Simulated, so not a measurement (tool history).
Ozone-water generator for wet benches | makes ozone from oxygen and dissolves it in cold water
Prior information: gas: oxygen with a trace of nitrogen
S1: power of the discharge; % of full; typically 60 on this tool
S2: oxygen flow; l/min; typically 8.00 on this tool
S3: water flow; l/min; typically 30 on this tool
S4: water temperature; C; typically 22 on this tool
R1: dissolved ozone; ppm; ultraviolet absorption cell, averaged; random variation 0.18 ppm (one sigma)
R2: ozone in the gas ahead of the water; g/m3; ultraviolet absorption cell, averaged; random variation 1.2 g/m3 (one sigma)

run   hour  S1    S2  S3  S4    R1     R2
  1    0.0  60  8.00  30  22  24.0  222.4
  2   21.2  60  8.00  30  22  23.9  226.2
  3   54.2  60  8.00  30  22  24.0  224.8
  4   79.2  60  8.00  19  22  31.7  224.4
  5  120.6  60  8.00  19  22  31.7  226.0
  6  145.2  60  8.00  19  22  31.9  226.2
  7  182.3  60  8.00  19  22  32.3  225.7
  8  223.6  60  8.00  19  22  31.5  228.1
  9  258.0  60  8.00  19  22  31.9  226.6
 10  283.8  60  8.00  36  22  21.0  225.8
 11  309.7  60  8.00  47  30  15.3  228.9
 12  332.7  60  8.00  47  30  15.2  230.7
 13  376.8  60  8.00  47  30  15.2  229.5
 14  406.3  60  8.00  47  30  15.1  229.9
     415.2  -- gauge calibrated
 15  435.4  81  8.00  47  22  21.9  294.6
 16  478.1  81  8.00  47  22  21.7  287.8
 17  511.2  81  8.00  47  22  21.7  291.4
 18  547.1  81  8.00  47  22  21.7  294.7
 19  581.0  60  4.88  30  22  23.1  289.4

Alternative continuations, all from the tool just after run 19; predict every row:
  A  602.8  93  4.88  30  18   ?   ?
  B  602.8  80  8.00  21  23   ?   ?
  C  602.8  60  8.00  39  22   ?   ?

run    R1     R2
  A  35.5  420.0
  B  37.6  287.5
  C  19.8  225.7
Without the tool's unlogged condition, the same runs would have read:
run    R1     R2
  A  35.5  414.8
  B  37.6  283.9
  C  19.8  222.9
